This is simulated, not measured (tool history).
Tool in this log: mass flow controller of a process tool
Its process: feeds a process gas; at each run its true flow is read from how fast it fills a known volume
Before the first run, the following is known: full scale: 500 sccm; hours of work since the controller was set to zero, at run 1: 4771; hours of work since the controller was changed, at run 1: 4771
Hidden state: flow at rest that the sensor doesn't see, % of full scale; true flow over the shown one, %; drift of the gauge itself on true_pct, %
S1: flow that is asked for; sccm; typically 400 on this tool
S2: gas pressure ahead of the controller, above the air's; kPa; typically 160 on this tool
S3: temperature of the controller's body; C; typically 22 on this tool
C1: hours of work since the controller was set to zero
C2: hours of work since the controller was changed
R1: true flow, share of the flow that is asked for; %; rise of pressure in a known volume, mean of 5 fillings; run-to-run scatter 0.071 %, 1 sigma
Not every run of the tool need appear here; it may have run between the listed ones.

run      day   S1   S2  S3    C1    C2      R1
  1        0  400  160  22  4771  4771   99.54
  2    8.442  400  160  22  4900  4900    99.6
  3   17.046  400  160  22  5033  5033   99.64
      18.275  -- controller's zero set anew
  4   33.675  400  160  22   237  5288   99.69
  5   47.075  119  160  22   443  5494   98.47
      55.858  -- controller exchanged for a calibrated one
  6   60.912  119  160  22    78    78   98.45
  7   76.854  119  160  22   323   323   98.44
  8   94.258  400  160  22   590   590   99.56
  9  108.354  400  160  22   807   807   99.59
 10  120.442  400  160  22   992   992   99.72
 11  134.604  400  160  22  1210  1210   99.57
 12  151.342  400  160  22  1467  1467   99.66
 13  159.367  400  257  22  1591  1591  100.02
 14  175.821  400  257  22  1843  1843  100.06
 15  193.092  400  257  22  2109  2109  100.11
 16  210.383  400  257  22  2375  2375  100.14
 17  227.354  400  160  22  2635  2635   99.68
 18   241.35  400  160  22  2851  2851   99.65
 19  257.925  400  160  22  3105  3105   99.63
 20  270.617  400  160  22  3300  3300   99.66
 21  279.258  400  160  22  3433  3433   99.62
 22  293.225  400  160  33  3648  3648   98.86
 23  310.504  239  193  22  3913  3913   99.15
 24  322.504  249  230  22  4098  4098   99.41
 25  335.683  249  230  22  4300  4300   99.31
 26  347.308  450  154  39  4479  4479   98.69
 27  359.788  425  267  39  4671  4671   99.09
 28  367.062   60  142  27  4782  4782   97.86
 29  375.629  400  277  23  4914  4914  100.03
     383.912  -- controller's zero set anew
 30  392.083  400  257  24   126  5167  100.08
 31  399.683  400  182  23   242  5283    99.6
 32  415.408  400  182  23   484  5525   99.73
     421.662  -- controller exchanged for a calibrated one
 33  426.479  400  182  25    74    74   99.37
 34  441.104  400  182  25   299   299    99.4
 35  453.667   63  154  30   492   492   97.59
 36  465.067  351  141  28   667   667   98.93
 37  481.904  351  141  28   926   926   98.86
 38  497.879  400  160  32  1171  1171   98.99
 39  512.075  400  160  32  1389  1389   98.86
 40  527.579  400  160  32  1628  1628   98.95
 41  544.275  400  144  22  1884  1884   99.61
 42  551.717  262  210  22  1999  1999   99.29
 43  567.533  262  210  22  2242  2242   99.27
 44  578.592  179  160  26  2412  2412   98.37

Here are 3 independent what-if runs from the current tool condition. What would each one return?
  A  595.992   81  196  36  2679  2679   ?
  B  595.992  371  168  30  2679  2679   ?
  C  595.992   73  146  22  2679  2679   ?

run     R1
  A  97.53
  B   99.1
  C  98.33
Had the tool no hidden state, the same runs would have come out as:
run     R1
  A  97.51
  B  99.09
  C  98.31
